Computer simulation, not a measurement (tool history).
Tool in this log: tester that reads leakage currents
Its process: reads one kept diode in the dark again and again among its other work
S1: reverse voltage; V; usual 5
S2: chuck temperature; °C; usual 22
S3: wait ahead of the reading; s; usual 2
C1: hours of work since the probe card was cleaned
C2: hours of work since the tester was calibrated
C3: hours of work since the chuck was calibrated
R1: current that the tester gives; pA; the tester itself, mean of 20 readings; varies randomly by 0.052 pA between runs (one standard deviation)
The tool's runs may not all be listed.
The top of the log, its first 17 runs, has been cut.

| run | hour | S1 | S2 | S3 | C1 | C2 | C3 | R1 |
|---|---|---|---|---|---|---|---|---|
| 18 | 1328.7 | 5 | 37 | 2 | 733 | 2228 | 1236 | 18.95 |
| 19 | 1384.1 | 5 | 23 | 2 | 756 | 2251 | 1259 | 5.77 |
| 20 | 1450.7 | 5 | 23 | 2 | 784 | 2279 | 1287 | 5.83 |
| 21 | 1523.7 | 1.24 | 42 | 2 | 814 | 2309 | 1318 | 17.18 |
| 22 | 1583 | 1.24 | 39 | 2 | 839 | 2334 | 1342 | 13.35 |
| 23 | 1641.4 | 1.24 | 39 | 2 | 863 | 2358 | 1367 | 13.34 |
| 24 | 1740.6 | 1.24 | 39 | 2 | 905 | 2400 | 1408 | 13.33 |
| 25 | 1846.9 | 4.43 | 22 | 0.32 | 949 | 2444 | 1453 | 6.93 |
| 26 | 1960.8 | 4.43 | 22 | 0.32 | 997 | 2492 | 1500 | 7 |
| 27 | 2018.8 | 2.78 | 50 | 8.03 | 1021 | 2516 | 1524 | 44.62 |
| 28 | 2068.2 | 2.78 | 50 | 8.03 | 1041 | 2537 | 1545 | 44.77 |
| 29 | 2183.9 | 11.75 | 22 | 0.89 | 1090 | 2585 | 1593 | 9.91 |
| 30 | 2241.2 | 4.24 | 48 | 0.89 | 1114 | 2609 | 1617 | 45.27 |
| 31 | 2338.9 | 5 | 48 | 0.33 | 1154 | 2650 | 1658 | 49.69 |
| 32 | 2429.2 | 3.29 | 23 | 1.4 | 1192 | 2687 | 1696 | 5.16 |
| 33 | 2497.5 | 3.29 | 23 | 1.4 | 1221 | 2716 | 1724 | 5.25 |
| 34 | 2562.3 | 5 | 22 | 4.35 | 1248 | 2743 | 1751 | 5.57 |
| 35 | 2617.5 | 5 | 22 | 4.35 | 1271 | 2766 | 1774 | 5.66 |
| 36 | 2685.3 | 5 | 22 | 4.35 | 1299 | 2794 | 1803 | 5.83 |
| 37 | 2767 | 8.36 | 55 | 1.13 | 1333 | 2828 | 1837 | 102.09 |
| 38 | 2865.6 | 1.47 | 22 | 4.02 | 1374 | 2870 | 1878 | 3.42 |
| 39 | 2966.4 | 1.47 | 22 | 4.02 | 1416 | 2912 | 1920 | 3.31 |
| 40 | 3023.6 | 15.52 | 22 | 2 | 1440 | 2936 | 1944 | 11.34 |

Alternative continuations, all from the tool just after run 40; predict every row:
| A | 3124.9 | 13.68 | 22 | 2.99 | 1483 | 2978 | 1986 | ? |
| B | 3124.9 | 18.1 | 22 | 0.39 | 1483 | 2978 | 1986 | ? |
| C | 3124.9 | 1.12 | 22 | 2 | 1483 | 2978 | 1986 | ? |

| run | R1 |
|---|---|
| A | 10.23 |
| B | 17.71 |
| C | 3.04 |
Stripped of hidden state, with their random variation kept, the same runs would have yielded:
| run | R1 |
|---|---|
| A | 6.98 |
| B | 13.63 |
| C | 2.6 |
